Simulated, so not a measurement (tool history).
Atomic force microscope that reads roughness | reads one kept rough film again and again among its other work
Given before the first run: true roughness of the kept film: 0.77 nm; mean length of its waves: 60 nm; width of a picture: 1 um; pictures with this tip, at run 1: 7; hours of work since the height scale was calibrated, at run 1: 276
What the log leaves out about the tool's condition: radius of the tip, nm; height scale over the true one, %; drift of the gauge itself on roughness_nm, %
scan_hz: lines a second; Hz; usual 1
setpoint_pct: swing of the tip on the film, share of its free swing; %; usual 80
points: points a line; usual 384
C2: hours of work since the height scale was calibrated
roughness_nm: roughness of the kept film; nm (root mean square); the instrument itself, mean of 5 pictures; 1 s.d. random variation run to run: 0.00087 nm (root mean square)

Run 1, hour 0: usual settings; pictures with this tip 7; C2 276. Result: roughness_nm 0.7194 nm (root mean square).
Run 2, hour 5.9: usual settings but setpoint_pct 57 %; pictures with this tip 18; C2 279. Result: roughness_nm 0.7505 nm (root mean square).
Run 3, hour 18.6: usual settings but setpoint_pct 57 %; pictures with this tip 42; C2 286. Result: roughness_nm 0.7509 nm (root mean square).
Run 4, hour 24: usual settings but setpoint_pct 57 %; pictures with this tip 52; C2 289. Result: roughness_nm 0.7502 nm (root mean square).
Run 5, hour 32.5: usual settings but setpoint_pct 57 %; pictures with this tip 68; C2 293. Result: roughness_nm 0.7499 nm (root mean square).
Run 6, hour 44.8: usual settings but scan_hz 0.57 Hz; pictures with this tip 91; C2 300. Result: roughness_nm 0.7355 nm (root mean square).
Run 7, hour 56.8: usual settings but scan_hz 0.57 Hz, setpoint_pct 67 %, points 327; pictures with this tip 113; C2 306. Result: roughness_nm 0.7466 nm (root mean square).
Run 8, hour 65.2: usual settings but scan_hz 1.62 Hz, setpoint_pct 66 %, points 393; pictures with this tip 129; C2 311. Result: roughness_nm 0.7276 nm (root mean square).
Run 9, hour 73.5: usual settings but scan_hz 1.62 Hz, setpoint_pct 81 %, points 790; pictures with this tip 144; C2 315. Result: roughness_nm 0.6893 nm (root mean square).
Run 10, hour 83.3: usual settings but scan_hz 1.62 Hz, setpoint_pct 81 %, points 790; pictures with this tip 163; C2 321. Result: roughness_nm 0.6896 nm (root mean square).
Run 11, hour 93.8: usual settings but scan_hz 1.88 Hz, points 262; pictures with this tip 182; C2 326. Result: roughness_nm 0.6806 nm (root mean square).
Run 12, hour 102.2: usual settings but scan_hz 1.55 Hz, points 392; pictures with this tip 198; C2 331. Result: roughness_nm 0.6925 nm (root mean square).

Results for each run, recomputed without the tool's hidden state and with each run's random variation untouched:
run  roughness_nm
  1        0.7219
  2        0.7533
  3        0.7542
  4        0.7538
  5        0.7537
  6        0.7397
  7        0.7513
  8        0.7325
  9        0.6943
 10         0.695
 11        0.6862
 12        0.6985
